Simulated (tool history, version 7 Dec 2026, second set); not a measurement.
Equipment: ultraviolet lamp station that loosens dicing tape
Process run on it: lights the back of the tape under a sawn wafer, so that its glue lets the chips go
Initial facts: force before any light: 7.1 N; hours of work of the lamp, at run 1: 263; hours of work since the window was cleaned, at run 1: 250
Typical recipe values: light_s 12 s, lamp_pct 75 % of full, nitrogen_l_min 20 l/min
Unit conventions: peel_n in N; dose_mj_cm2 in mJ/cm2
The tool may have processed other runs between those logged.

| run | hour | light_s | lamp_pct | nitrogen_l_min | hours of work of the lamp | hours of work since the window was cleaned | peel_n | dose_mj_cm2 |
|---|---|---|---|---|---|---|---|---|
| 1 | 0 | 12 | 75 | 20 | 263 | 250 | 0.975 | 450 |
| 2 | 6.9 | 12 | 65 | 20 | 268 | 255 | 1.232 | 385 |
| 3 | 13.1 | 12 | 75 | 7 | 273 | 260 | 1.789 | 449 |
| 4 | 21.9 | 12 | 75 | 7 | 279 | 266 | 1.758 | 442 |
| 5 | 27.3 | 8 | 75 | 20 | 283 | 270 | 1.88 | 292 |
| 6 | 35.3 | 8 | 75 | 20 | 288 | 275 | 1.883 | 296 |
| 7 | 45 | 8 | 75 | 20 | 295 | 282 | 1.92 | 296 |
| 8 | 51.6 | 8 | 75 | 20 | 300 | 287 | 1.94 | 296 |
| 9 | 61.3 | 12 | 75 | 20 | 307 | 294 | 0.99 | 438 |
| 10 | 70.5 | 10 | 75 | 14 | 313 | 300 | 1.638 | 360 |
| 11 | 76.3 | 10 | 75 | 14 | 317 | 304 | 1.671 | 357 |
| 12 | 84.2 | 15 | 75 | 14 | 323 | 310 | 0.878 | 535 |
| 13 | 88.6 | 13 | 75 | 24 | 326 | 313 | 0.799 | 459 |
| 14 | 96.8 | 11 | 70 | 27 | 332 | 319 | 1.166 | 365 |
| 15 | 104.2 | 12 | 62 | 23 | 337 | 324 | 1.335 | 355 |
| 16 | 113.1 | 7 | 62 | 21 | 343 | 331 | 2.826 | 208 |
| 17 | 121.6 | 7 | 62 | 21 | 349 | 337 | 2.744 | 204 |

Per-run results on a tool with no hidden state, each run keeping its own random variation:
The tool's hidden condition here consists of: lamp's light, % of a new lamp's; light that the window lets through, % of a clean one's; drift of the gauge itself on peel_n, %; drift of the gauge itself on dose_mj_cm2, %.
| run | peel_n | dose_mj_cm2 |
|---|---|---|
| 1 | 0.702 | 531 |
| 2 | 0.911 | 457 |
| 3 | 1.392 | 534 |
| 4 | 1.36 | 527 |
| 5 | 1.457 | 350 |
| 6 | 1.456 | 356 |
| 7 | 1.474 | 357 |
| 8 | 1.484 | 358 |
| 9 | 0.679 | 532 |
| 10 | 1.209 | 440 |
| 11 | 1.228 | 438 |
| 12 | 0.578 | 658 |
| 13 | 0.516 | 565 |
| 14 | 0.789 | 452 |
| 15 | 0.92 | 440 |
| 16 | 2.245 | 258 |
| 17 | 2.173 | 255 |
